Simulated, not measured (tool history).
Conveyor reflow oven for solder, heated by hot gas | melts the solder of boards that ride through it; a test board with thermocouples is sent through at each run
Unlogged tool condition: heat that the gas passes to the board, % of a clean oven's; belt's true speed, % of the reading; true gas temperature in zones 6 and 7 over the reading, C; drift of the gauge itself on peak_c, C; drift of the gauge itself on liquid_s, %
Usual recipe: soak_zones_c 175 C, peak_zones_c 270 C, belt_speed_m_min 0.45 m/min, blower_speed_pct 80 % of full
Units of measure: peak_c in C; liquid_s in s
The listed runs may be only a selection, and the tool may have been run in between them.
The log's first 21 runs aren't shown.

run,hour,soak_zones_c,peak_zones_c,belt_speed_m_min,blower_speed_pct,hours of work since the flux was cleaned out,hours of work since the belt drive was overhauled,hours of work since the thermocouples were changed,peak_c,liquid_s
22,189.3,168,270,0.389,70,276,361,154,260,88.1
23,197.5,168,270,0.389,70,281,366,159,260.1,88.1
24,207.2,179,270,0.527,56,287,372,165,251,59.8
25,215,175,276,0.423,80,292,377,170,265.1,86.6
26,221.9,172,265,0.509,80,296,381,174,249.6,59.7
27,233.7,178,284,0.45,56,303,389,182,268.2,83.6
28,244.5,168,278,0.52,80,310,395,188,259.7,63.6
29,256.3,175,270,0.476,63,317,403,196,254.4,68.5
30,266.9,175,270,0.476,63,324,409,202,254.3,68.7
31,277.1,175,270,0.476,63,330,416,209,254.1,68.5

3 options for the next run, each taken on its own from the tool as it stands now. Forecast them:
A,287.8,167,270,0.528,63,337,422,215,?,?
B,287.8,165,283,0.439,80,337,422,215,?,?
C,287.8,180,270,0.45,80,337,422,215,?,?

run,peak_c,liquid_s
A,249.1,53.8
B,269,81.6
C,258.4,78.8
Had the tool no hidden state, the same runs would have come out as:
run,peak_c,liquid_s
A,252.4,57
B,272,83.2
C,260.9,80.5
